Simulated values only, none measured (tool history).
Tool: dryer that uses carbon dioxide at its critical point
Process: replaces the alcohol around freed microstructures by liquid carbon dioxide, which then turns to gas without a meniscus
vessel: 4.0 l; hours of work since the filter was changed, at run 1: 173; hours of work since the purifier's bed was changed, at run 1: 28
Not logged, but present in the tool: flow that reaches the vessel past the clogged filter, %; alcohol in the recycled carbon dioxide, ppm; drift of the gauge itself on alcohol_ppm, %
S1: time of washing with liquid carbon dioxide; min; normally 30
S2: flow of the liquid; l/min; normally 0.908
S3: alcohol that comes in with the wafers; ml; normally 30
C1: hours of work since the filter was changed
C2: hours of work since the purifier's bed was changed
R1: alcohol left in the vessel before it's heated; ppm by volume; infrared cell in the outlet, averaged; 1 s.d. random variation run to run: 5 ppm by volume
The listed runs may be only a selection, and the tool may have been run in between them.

Run 1, day 0.000: usual settings; C1 173; C2 28. Result: R1 27 ppm by volume.
Run 2, day 0.683: usual settings; C1 182; C2 37. Result: R1 35 ppm by volume.
Run 3, day 1.192: usual settings; C1 188; C2 43. Result: R1 19 ppm by volume.
Run 4, day 1.750: usual settings but S1 38 min; C1 195; C2 50. Result: R1 22 ppm by volume.
Run 5, day 2.129: usual settings; C1 200; C2 55. Result: R1 37 ppm by volume.
Run 6, day 2.646: usual settings but S3 26 ml; C1 206; C2 61. Result: R1 30 ppm by volume.
Run 7, day 3.267: usual settings but S1 36 min, S3 26 ml; C1 214; C2 69. Result: R1 30 ppm by volume.
Run 8, day 3.650: usual settings but S1 19 min; C1 219; C2 74. Result: R1 164 ppm by volume.
Run 9, day 4.346: usual settings but S1 19 min; C1 228; C2 83. Result: R1 169 ppm by volume.
Run 10, day 5.217: usual settings but S1 19 min; C1 239; C2 94. Result: R1 168 ppm by volume.
Run 11, day 5.767: usual settings but S1 19 min, S3 67 ml; C1 246; C2 100. Result: R1 353 ppm by volume.
Run 12, day 6.242: usual settings but S1 42 min, S2 0.899 l/min, S3 96 ml; C1 252; C2 106. Result: R1 39 ppm by volume.
Run 13, day 6.817: usual settings but S1 42 min, S2 0.899 l/min, S3 96 ml; C1 259; C2 114. Result: R1 42 ppm by volume.
Run 14, day 7.683: usual settings but S1 38 min, S3 32 ml; C1 270; C2 124. Result: R1 44 ppm by volume.
At day 8.100: inlet filter changed.
Run 15, day 8.562: usual settings but S1 38 min, S3 32 ml; C1 6; C2 135. Result: R1 43 ppm by volume.
Run 16, day 9.017: usual settings but S2 1.075 l/min, S3 88 ml; C1 12; C2 141. Result: R1 60 ppm by volume.
Run 17, day 9.392: usual settings but S1 38 min, S2 0.684 l/min, S3 88 ml; C1 16; C2 145. Result: R1 84 ppm by volume.
Run 18, day 9.921: usual settings but S1 22 min, S2 0.792 l/min, S3 21 ml; C1 23; C2 152. Result: R1 120 ppm by volume.
Run 19, day 10.575: usual settings but S1 23 min, S2 0.682 l/min, S3 21 ml; C1 31; C2 160. Result: R1 161 ppm by volume.
Run 20, day 11.075: usual settings but S1 22 min, S2 1.149 l/min, S3 26 ml; C1 37; C2 166. Result: R1 71 ppm by volume.

Here are 5 independent what-if runs from the current tool condition. What would each one return?
Run A, day 11.629: usual settings but S2 1.213 l/min; C1 44; C2 173. Result: R1 ?.
Run B, day 11.629: usual settings but S1 23 min; C1 44; C2 173. Result: R1 ?.
Run C, day 11.629: usual settings but S1 42 min, S2 1.149 l/min, S3 26 ml; C1 44; C2 173. Result: R1 ?.
Run D, day 11.629: usual settings but S2 1.369 l/min; C1 44; C2 173. Result: R1 ?.
Run E, day 11.629: usual settings but S1 33 min, S2 0.613 l/min, S3 65 ml; C1 44; C2 173. Result: R1 ?.

run   R1
  A   57
  B  102
  C   62
  D   50
  E  157
Without the tool's unlogged condition, the same runs would have read:
run  R1
  A   5
  B  47
  C   9
  D   0
  E  98
